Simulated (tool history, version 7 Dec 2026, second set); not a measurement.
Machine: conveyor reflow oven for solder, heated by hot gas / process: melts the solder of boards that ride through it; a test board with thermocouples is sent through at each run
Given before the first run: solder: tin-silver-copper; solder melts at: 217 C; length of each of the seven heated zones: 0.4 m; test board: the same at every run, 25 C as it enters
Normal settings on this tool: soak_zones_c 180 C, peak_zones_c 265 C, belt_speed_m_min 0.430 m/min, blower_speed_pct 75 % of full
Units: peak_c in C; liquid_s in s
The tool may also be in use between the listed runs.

run   hour  soak_zones_c  peak_zones_c  belt_speed_m_min  blower_speed_pct  peak_c  liquid_s
  1    0.0           180           265             0.430                75   254.5      93.4
  2   13.0           180           260             0.430                75   249.9      88.7
  3   28.9           180           260             0.430                75   249.7      88.7
  4   54.4           191           265             0.430                75   255.8     100.0
  5   79.3           191           265             0.430                75   255.9     100.0
  6  107.4           191           265             0.430                75   255.8     100.4
  7  129.7           180           265             0.430                75   254.0      92.3
  8  149.5           180           265             0.430                75   253.7      92.4
  9  167.5           180           265             0.430                75   253.8      91.9
 10  192.3           174           265             0.430                75   252.8      87.6
 11  213.4           174           265             0.430                75   252.4      88.2
 12  229.2           174           265             0.430                75   252.6      87.8
     247.8  -- flux residue cleaned out of gas plates and filters
 13  261.1           180           265             0.420                75   256.2      97.3
 14  282.3           180           265             0.420                75   255.8      97.7
 15  294.1           180           265             0.420                75   255.9      97.3
 16  312.3           180           265             0.420                75   255.7      97.3
 17  329.6           169           267             0.420                75   256.5      92.5
 18  345.9           169           255             0.420                75   245.2      81.0
 19  365.8           177           264             0.385                75   255.4     106.0
 20  388.2           177           264             0.385                75   255.6     105.5
 21  405.7           177           264             0.398                75   255.4     101.2
     413.0  -- thermocouples of zones 6 and 7 changed
 22  429.4           180           265             0.501                75   252.1      77.0
 23  447.1           184           278             0.367                55   268.3     123.8
 24  475.5           184           278             0.367                55   268.4     124.7
 25  502.8           194           265             0.430                75   257.3     104.5
 26  527.5           180           265             0.430                88   257.8      96.9
 27  544.8           180           265             0.430                88   257.3      97.0
 28  571.1           180           265             0.430                88   256.8      97.0
 29  589.4           180           275             0.382                88   268.8     118.4
 30  600.9           180           275             0.382                88   268.3     118.4

How would selected steps in peak_c from run to run divide? Give the signed amount a tool lacking its hidden state would still show from settings, what came in and random variation, and the signed amount left for the hidden state, including any gauge scatter that is not in both of the compared results.
Hidden conditions of the tool in this case: heat that the gas passes to the board, % of a clean oven's; belt's true speed, % of the reading; true gas temperature in zones 6 and 7 over the reading, C; drift of the gauge itself on peak_c, C; drift of the gauge itself on liquid_s, %.
Run 6 -> 7: soak_zones_c 191 -> 180. peak_c -1.8 C: hidden state -0.4, all else -1.4.
Run 12 -> 13: soak_zones_c 174 -> 180, belt_speed_m_min 0.430 -> 0.420, flux residue cleaned out of gas plates and filters. peak_c +3.6 C: hidden state +2.1, all else +1.5.
Run 17 -> 18: peak_zones_c 267 -> 255. peak_c -11.3 C: hidden state -0.1, all else -11.2.
Run 21 -> 22: soak_zones_c 177 -> 180, peak_zones_c 264 -> 265, belt_speed_m_min 0.398 -> 0.501, thermocouples of zones 6 and 7 changed. peak_c -3.3 C: hidden state +1.2, all else -4.5.
Run 22 -> 23: soak_zones_c 180 -> 184, peak_zones_c 265 -> 278, belt_speed_m_min 0.501 -> 0.367, blower_speed_pct 75 -> 55. peak_c +16.2 C: hidden state +0.2, all else +16.0.
Run 28 -> 29: peak_zones_c 265 -> 275, belt_speed_m_min 0.430 -> 0.382. peak_c +12.0 C: hidden state +0.1, all else +11.9.

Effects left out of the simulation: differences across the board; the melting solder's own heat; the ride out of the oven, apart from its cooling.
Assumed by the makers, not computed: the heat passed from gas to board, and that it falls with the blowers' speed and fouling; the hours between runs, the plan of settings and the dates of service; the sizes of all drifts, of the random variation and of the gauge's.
